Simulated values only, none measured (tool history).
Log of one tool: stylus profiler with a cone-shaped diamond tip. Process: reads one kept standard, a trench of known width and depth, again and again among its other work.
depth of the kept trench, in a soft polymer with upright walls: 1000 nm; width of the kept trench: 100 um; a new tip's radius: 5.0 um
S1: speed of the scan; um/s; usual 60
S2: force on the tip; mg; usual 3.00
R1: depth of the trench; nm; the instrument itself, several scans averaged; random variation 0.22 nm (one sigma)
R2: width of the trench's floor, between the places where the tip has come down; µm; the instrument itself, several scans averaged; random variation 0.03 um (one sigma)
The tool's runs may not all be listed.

run 1 hour=0.0 | S1=60 S2=3.00 | R1=1005.41 R2=93.20
run 2 hour=15.0 | S1=196 S2=3.00 | R1=1005.23 R2=92.61
run 3 hour=28.5 | S1=196 S2=3.00 | R1=1004.49 R2=92.59
run 4 hour=39.4 | S1=196 S2=3.00 | R1=1004.99 R2=92.53
run 5 hour=51.5 | S1=196 S2=3.00 | R1=1004.90 R2=92.55
run 6 hour=70.4 | S1=83 S2=3.00 | R1=1004.90 R2=93.07
run 7 hour=83.9 | S1=17 S2=3.00 | R1=1004.96 R2=93.39
run 8 hour=104.6 | S1=17 S2=3.00 | R1=1004.51 R2=93.36
run 9 hour=115.0 | S1=17 S2=3.00 | R1=1005.11 R2=93.30
run 10 hour=133.7 | S1=17 S2=3.00 | R1=1004.74 R2=93.32

The next listed run, before its measurement:
run 11 hour=153.2 | S1=60 S2=1.42 | R1=? R2=?

{"run 11": {"R1": 1001.93, "R2": 92.97}}
Without the tool's hidden state the same run would have given R1 1004.47 nm, R2 93.59 µm.
